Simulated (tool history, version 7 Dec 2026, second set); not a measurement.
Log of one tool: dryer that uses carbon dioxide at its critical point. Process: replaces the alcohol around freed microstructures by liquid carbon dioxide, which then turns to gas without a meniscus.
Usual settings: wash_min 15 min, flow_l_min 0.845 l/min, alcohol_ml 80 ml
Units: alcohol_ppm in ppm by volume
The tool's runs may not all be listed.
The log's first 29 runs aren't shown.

| run | hour | wash_min | flow_l_min | alcohol_ml | hours of work since the filter was changed | hours of work since the purifier's bed was changed | alcohol_ppm |
|---|---|---|---|---|---|---|---|
| 30 | 190.1 | 19 | 1.379 | 29 | 91 | 229 | 13 |
| 31 | 196.6 | 14 | 1.046 | 92 | 94 | 231 | 182 |
| 32 | 205.7 | 15 | 0.836 | 34 | 97 | 235 | 156 |
| 33 | 214.5 | 15 | 0.836 | 34 | 101 | 238 | 160 |
| 34 | 223.6 | 15 | 0.836 | 34 | 104 | 242 | 152 |
| 35 | 229.4 | 15 | 0.836 | 34 | 107 | 244 | 165 |
| 36 | 238.4 | 21 | 0.826 | 80 | 110 | 248 | 71 |
| 37 | 247.1 | 15 | 0.546 | 47 | 114 | 251 | 1104 |
| 38 | 254.6 | 15 | 0.901 | 47 | 117 | 254 | 148 |
| 39 | 263.9 | 15 | 0.845 | 53 | 120 | 258 | 228 |
| 40 | 270.3 | 15 | 0.845 | 53 | 123 | 261 | 243 |
| 41 | 278.7 | 15 | 1.238 | 80 | 126 | 264 | 46 |
| 42 | 288.0 | 12 | 1.376 | 110 | 130 | 268 | 108 |
| 43 | 297.3 | 9 | 1.318 | 46 | 134 | 271 | 250 |
| 44 | 304.6 | 9 | 1.318 | 46 | 137 | 274 | 243 |
| 45 | 309.3 | 23 | 1.318 | 87 | 138 | 276 | 22 |
| 46 | 314.7 | 23 | 1.318 | 87 | 141 | 278 | 9 |
| 47 | 323.6 | 16 | 1.379 | 22 | 144 | 282 | 26 |

Forecast each of these 4 alternatives for the next run:
| A | 331.3 | 15 | 0.604 | 57 | 147 | 285 | ? |
| B | 331.3 | 13 | 0.678 | 52 | 147 | 285 | ? |
| C | 331.3 | 16 | 0.843 | 63 | 147 | 285 | ? |
| D | 331.3 | 15 | 0.532 | 80 | 147 | 285 | ? |

| run | alcohol_ppm |
|---|---|
| A | 1004 |
| B | 961 |
| C | 218 |
| D | 2145 |
Without the tool's hidden state the same runs would have given:
| run | alcohol_ppm |
|---|---|
| A | 800 |
| B | 769 |
| C | 149 |
| D | 1768 |
